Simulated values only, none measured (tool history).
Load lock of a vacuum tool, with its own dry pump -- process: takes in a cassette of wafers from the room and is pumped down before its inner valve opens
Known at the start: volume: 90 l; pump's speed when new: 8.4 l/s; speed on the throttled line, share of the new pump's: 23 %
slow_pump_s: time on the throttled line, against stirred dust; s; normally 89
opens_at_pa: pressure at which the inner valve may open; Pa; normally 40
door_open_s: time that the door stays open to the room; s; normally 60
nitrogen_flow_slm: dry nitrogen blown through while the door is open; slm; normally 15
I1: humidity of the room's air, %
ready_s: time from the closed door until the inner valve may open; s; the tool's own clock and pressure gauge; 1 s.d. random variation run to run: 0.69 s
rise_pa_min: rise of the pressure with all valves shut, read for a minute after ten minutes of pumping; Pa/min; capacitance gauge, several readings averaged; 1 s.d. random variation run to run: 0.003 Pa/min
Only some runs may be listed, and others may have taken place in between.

Run 1, hour 0.0: usual settings; I1 46.1. Result: ready_s 168.5 s, rise_pa_min 0.036 Pa/min.
At hour 337.6: dry pump taken out, an overhauled one fitted.
Run 2, hour 337.6: usual settings but door_open_s 104 s; I1 45.4. Result: ready_s 152.2 s, rise_pa_min 0.055 Pa/min.
Run 3, hour 539.5: usual settings but door_open_s 119 s; I1 43.1. Result: ready_s 151.7 s, rise_pa_min 0.059 Pa/min.
Run 4, hour 753.8: usual settings but slow_pump_s 62 s; I1 45.9. Result: ready_s 130.8 s, rise_pa_min 0.038 Pa/min.
Run 5, hour 1135.7: usual settings but slow_pump_s 62 s; I1 45.0. Result: ready_s 132.2 s, rise_pa_min 0.037 Pa/min.
Run 6, hour 1393.7: usual settings but slow_pump_s 62 s; I1 46.7. Result: ready_s 132.4 s, rise_pa_min 0.037 Pa/min.
Run 7, hour 1678.6: usual settings but slow_pump_s 83 s, opens_at_pa 58 Pa, door_open_s 31 s, nitrogen_flow_slm 7 slm; I1 40.6. Result: ready_s 143.6 s, rise_pa_min 0.032 Pa/min.
Run 8, hour 1992.7: usual settings but slow_pump_s 119 s, opens_at_pa 56 Pa, door_open_s 31 s, nitrogen_flow_slm 9 slm; I1 45.2. Result: ready_s 173.9 s, rise_pa_min 0.026 Pa/min.
Run 9, hour 2212.2: usual settings but slow_pump_s 119 s, opens_at_pa 56 Pa, door_open_s 31 s, nitrogen_flow_slm 9 slm; I1 44.2. Result: ready_s 172.1 s, rise_pa_min 0.025 Pa/min.
Run 10, hour 2412.8: usual settings but door_open_s 134 s, nitrogen_flow_slm 27 slm; I1 45.4. Result: ready_s 152.0 s, rise_pa_min 0.056 Pa/min.

Here are 5 independent what-if runs from the current tool condition. What would each one return?
Run A, hour 2719.3: usual settings but slow_pump_s 49 s, opens_at_pa 34 Pa, door_open_s 46 s, nitrogen_flow_slm 27 slm; I1 45.2. Result: ready_s ?, rise_pa_min ?.
Run B, hour 2719.3: usual settings but slow_pump_s 84 s, opens_at_pa 43 Pa, door_open_s 219 s, nitrogen_flow_slm 27 slm; I1 45.3. Result: ready_s ?, rise_pa_min ?.
Run C, hour 2719.3: usual settings but opens_at_pa 51 Pa, nitrogen_flow_slm 4 slm; I1 48.0. Result: ready_s ?, rise_pa_min ?.
Run D, hour 2719.3: usual settings but opens_at_pa 31 Pa, door_open_s 134 s, nitrogen_flow_slm 27 slm; I1 42.7. Result: ready_s ?, rise_pa_min ?.
Run E, hour 2719.3: usual settings but door_open_s 27 s, nitrogen_flow_slm 27 slm; I1 42.7. Result: ready_s ?, rise_pa_min ?.

run  ready_s  rise_pa_min
  A    124.6        0.028
  B    149.0        0.075
  C    149.5        0.060
  D    156.0        0.053
  E    152.6        0.019
Without the tool's hidden state the same runs would have given:
run  ready_s  rise_pa_min
  A    124.0        0.023
  B    148.4        0.069
  C    149.0        0.054
  D    155.4        0.047
  E    152.1        0.014

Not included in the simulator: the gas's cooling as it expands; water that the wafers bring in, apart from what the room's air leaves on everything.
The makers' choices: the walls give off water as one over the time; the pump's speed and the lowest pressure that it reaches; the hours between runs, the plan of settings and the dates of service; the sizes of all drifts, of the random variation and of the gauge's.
